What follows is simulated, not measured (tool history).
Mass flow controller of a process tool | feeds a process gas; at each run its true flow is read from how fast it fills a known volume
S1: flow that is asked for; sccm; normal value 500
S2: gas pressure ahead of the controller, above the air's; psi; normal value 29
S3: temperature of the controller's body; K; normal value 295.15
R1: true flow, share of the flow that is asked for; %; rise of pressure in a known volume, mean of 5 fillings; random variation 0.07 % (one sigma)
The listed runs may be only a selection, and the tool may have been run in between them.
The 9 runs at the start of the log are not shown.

run	hour	S1	S2	S3	R1
10	2823.6	500	29	295.15	93.99
11	2995.9	500	29	295.15	93.97
12	3243.3	702	29	295.15	95.18
13	3541.8	702	29	295.15	95.01
14	3893.4	579	29	295.15	94.22
15	4156.7	500	29	303.15	93.87
16	4435	500	29	303.15	93.8
17	4605.8	171	29	295.15	86.77
18	4767.7	500	29	295.15	93.26
# hour 4796.9: controller's zero set anew
19	5064.9	500	29	295.15	96.03
20	5390.4	532	37.3	303.15	96.06
21	5656.9	500	20.7	297.15	96.2
22	5864.7	500	20.7	297.15	95.97
23	6188.7	500	33.2	306.15	95.96
24	6420.6	111	23.4	294.15	92.54
25	6601.1	703	40.3	294.15	95.46
26	6899.3	651	26.4	298.15	96.04
27	7109.8	651	26.4	298.15	96.05
28	7485.1	501	29	293.15	94.87
29	7764.3	501	32.3	293.15	94.6
30	8123	403	32.3	304.15	94.51
31	8382.3	500	29.9	300.15	94.79

Forecast run 32:
32	8739.9	705	33.4	295.15	?

Run 32 gave R1 95.08 %.
If the tool had no hidden condition, the same run with the same run-to-run variation would have returned R1 98.74 %.

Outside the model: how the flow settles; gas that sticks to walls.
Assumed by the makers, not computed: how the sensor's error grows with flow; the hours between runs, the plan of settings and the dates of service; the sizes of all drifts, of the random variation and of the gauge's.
